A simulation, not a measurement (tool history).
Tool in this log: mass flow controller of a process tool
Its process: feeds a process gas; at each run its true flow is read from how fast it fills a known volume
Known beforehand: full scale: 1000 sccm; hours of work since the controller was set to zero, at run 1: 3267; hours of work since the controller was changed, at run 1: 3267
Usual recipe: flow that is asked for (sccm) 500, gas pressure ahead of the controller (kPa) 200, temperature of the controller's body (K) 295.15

run	day	flow that is asked for (sccm)	gas pressure ahead of the controller (kPa)	temperature of the controller's body (K)	hours of work since the controller was set to zero	hours of work since the controller was changed	true flow (%)
1	0.000	500	200	295.15	3267	3267	99.07
2	16.804	500	200	305.15	3550	3550	99.62
3	28.742	500	200	295.15	3751	3751	99.14
4	42.500	500	200	295.15	3982	3982	99.25
5	58.812	500	200	295.15	4257	4257	99.25
6	76.921	500	200	296.15	4562	4562	99.19
7	93.562	500	200	296.15	4842	4842	99.21
8	101.717	115	200	296.15	4979	4979	98.70
9	119.788	500	200	295.15	5283	5283	99.15
10	131.250	500	200	295.15	5476	5476	99.33
# day 134.283: controller exchanged for a calibrated one
11	149.225	500	175	295.15	251	251	99.02

Run 12 has not been measured yet. What should we expect?
12	167.796	500	175	295.15	564	564	?

Logged for run 12: true flow (%) 99.07.
Minus the tool's unlogged condition, the same run would have read true flow (%) 99.07.

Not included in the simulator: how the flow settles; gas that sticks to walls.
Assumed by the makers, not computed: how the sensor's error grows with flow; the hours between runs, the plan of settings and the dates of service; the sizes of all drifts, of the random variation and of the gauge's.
